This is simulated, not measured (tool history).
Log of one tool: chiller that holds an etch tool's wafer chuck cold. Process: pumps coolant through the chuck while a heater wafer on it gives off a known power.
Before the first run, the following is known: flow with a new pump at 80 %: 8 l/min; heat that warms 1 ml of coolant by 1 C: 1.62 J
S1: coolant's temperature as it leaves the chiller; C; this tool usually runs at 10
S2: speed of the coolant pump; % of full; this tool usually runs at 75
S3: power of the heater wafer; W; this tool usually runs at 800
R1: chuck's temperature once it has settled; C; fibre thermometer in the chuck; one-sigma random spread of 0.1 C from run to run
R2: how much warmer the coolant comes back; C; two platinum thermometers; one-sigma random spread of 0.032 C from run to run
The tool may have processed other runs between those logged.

run 1 day=0 | S1=10 S2=75 S3=800 | R1=20.9 R2=4.06
run 2 day=1.579 | S1=10 S2=75 S3=800 | R1=20.9 R2=4.07
run 3 day=2.888 | S1=10 S2=75 S3=800 | R1=21 R2=4.05
run 4 day=3.883 | S1=10 S2=75 S3=800 | R1=21 R2=4
run 5 day=5.608 | S1=10 S2=75 S3=800 | R1=21 R2=4.01
run 6 day=6.696 | S1=10 S2=75 S3=800 | R1=20.8 R2=4.04
run 7 day=7.596 | S1=10 S2=75 S3=800 | R1=21 R2=4.02
run 8 day=8.429 | S1=10 S2=75 S3=800 | R1=21 R2=4.02
run 9 day=10.246 | S1=10 S2=75 S3=800 | R1=21.1 R2=4.09
run 10 day=11.204 | S1=10 S2=75 S3=800 | R1=21 R2=4.01
run 11 day=12.746 | S1=11 S2=75 S3=602 | R1=19.4 R2=3.08
-- day=12.929 chiller's thermometer calibrated
run 12 day=13.892 | S1=13 S2=75 S3=1130 | R1=28.7 R2=5.75
run 13 day=14.979 | S1=13 S2=75 S3=1130 | R1=28.8 R2=5.75
-- day=15.554 chiller's thermometer calibrated, once more
run 14 day=15.95 | S1=13 S2=75 S3=1130 | R1=29.3 R2=5.74
run 15 day=16.846 | S1=13 S2=75 S3=1130 | R1=29.3 R2=5.71
run 16 day=18.612 | S1=12 S2=81 S3=1056 | R1=26.1 R2=4.96

4 options for the next run, each taken on its own from the tool as it stands now. Forecast them:
run A day=20.058 | S1=11 S2=89 S3=470 | R1=? R2=?
run B day=20.058 | S1=5 S2=69 S3=559 | R1=? R2=?
run C day=20.058 | S1=12 S2=82 S3=755 | R1=? R2=?
run D day=20.058 | S1=10 S2=75 S3=480 | R1=? R2=?

run=A R1=16.9 R2=1.99
run=B R1=13.5 R2=3.1
run=C R1=22 R2=3.48
run=D R1=16.8 R2=2.44
Without the tool's hidden state the same runs would have given:
run=A R1=16.4 R2=1.95
run=B R1=12.8 R2=3.03
run=C R1=21.1 R2=3.4
run=D R1=16.3 R2=2.39

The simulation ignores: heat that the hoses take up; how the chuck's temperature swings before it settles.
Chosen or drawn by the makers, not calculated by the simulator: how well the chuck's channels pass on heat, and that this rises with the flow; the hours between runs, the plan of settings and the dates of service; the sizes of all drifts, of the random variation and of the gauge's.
